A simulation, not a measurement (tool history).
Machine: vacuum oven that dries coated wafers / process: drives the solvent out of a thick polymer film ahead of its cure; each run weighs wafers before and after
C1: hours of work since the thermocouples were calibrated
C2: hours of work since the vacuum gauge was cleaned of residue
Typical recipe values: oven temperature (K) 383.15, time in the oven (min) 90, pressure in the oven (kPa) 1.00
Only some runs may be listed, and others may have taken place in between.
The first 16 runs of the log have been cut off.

{"run": 17, "hour": 401.4, "oven temperature (K)": 383.15, "time in the oven (min)": 90, "pressure in the oven (kPa)": 1.0, "C1": 364, "C2": 294, "solvent left in the film (%)": 5.37}
{"run": 18, "hour": 421.9, "oven temperature (K)": 383.15, "time in the oven (min)": 116, "pressure in the oven (kPa)": 1.0, "C1": 374, "C2": 305, "solvent left in the film (%)": 4.2}
{"run": 19, "hour": 450.6, "oven temperature (K)": 383.15, "time in the oven (min)": 116, "pressure in the oven (kPa)": 1.0, "C1": 389, "C2": 320, "solvent left in the film (%)": 4.17}
{"run": 20, "hour": 483.7, "oven temperature (K)": 383.15, "time in the oven (min)": 116, "pressure in the oven (kPa)": 1.0, "C1": 406, "C2": 337, "solvent left in the film (%)": 4.26}
{"run": 21, "hour": 507.8, "oven temperature (K)": 383.15, "time in the oven (min)": 90, "pressure in the oven (kPa)": 1.0, "C1": 419, "C2": 349, "solvent left in the film (%)": 5.4}
{"run": 22, "hour": 531.0, "oven temperature (K)": 383.15, "time in the oven (min)": 93, "pressure in the oven (kPa)": 1.0, "C1": 431, "C2": 361, "solvent left in the film (%)": 5.35}
{"run": 23, "hour": 551.8, "oven temperature (K)": 383.15, "time in the oven (min)": 93, "pressure in the oven (kPa)": 1.0, "C1": 442, "C2": 372, "solvent left in the film (%)": 5.42}
{"run": 24, "hour": 573.1, "oven temperature (K)": 383.15, "time in the oven (min)": 93, "pressure in the oven (kPa)": 1.0, "C1": 453, "C2": 383, "solvent left in the film (%)": 5.28}
{"run": 25, "hour": 589.6, "oven temperature (K)": 383.15, "time in the oven (min)": 93, "pressure in the oven (kPa)": 1.0, "C1": 461, "C2": 392, "solvent left in the film (%)": 5.46}

Predict the results of run 26:
{"run": 26, "hour": 618.9, "oven temperature (K)": 383.15, "time in the oven (min)": 140, "pressure in the oven (kPa)": 1.0, "C1": 476, "C2": 407, "solvent left in the film (%)": "?"}

solvent left in the film (%): 3.44
The same run, on a tool lacking any hidden state, would have yielded solvent left in the film (%) 3.03.

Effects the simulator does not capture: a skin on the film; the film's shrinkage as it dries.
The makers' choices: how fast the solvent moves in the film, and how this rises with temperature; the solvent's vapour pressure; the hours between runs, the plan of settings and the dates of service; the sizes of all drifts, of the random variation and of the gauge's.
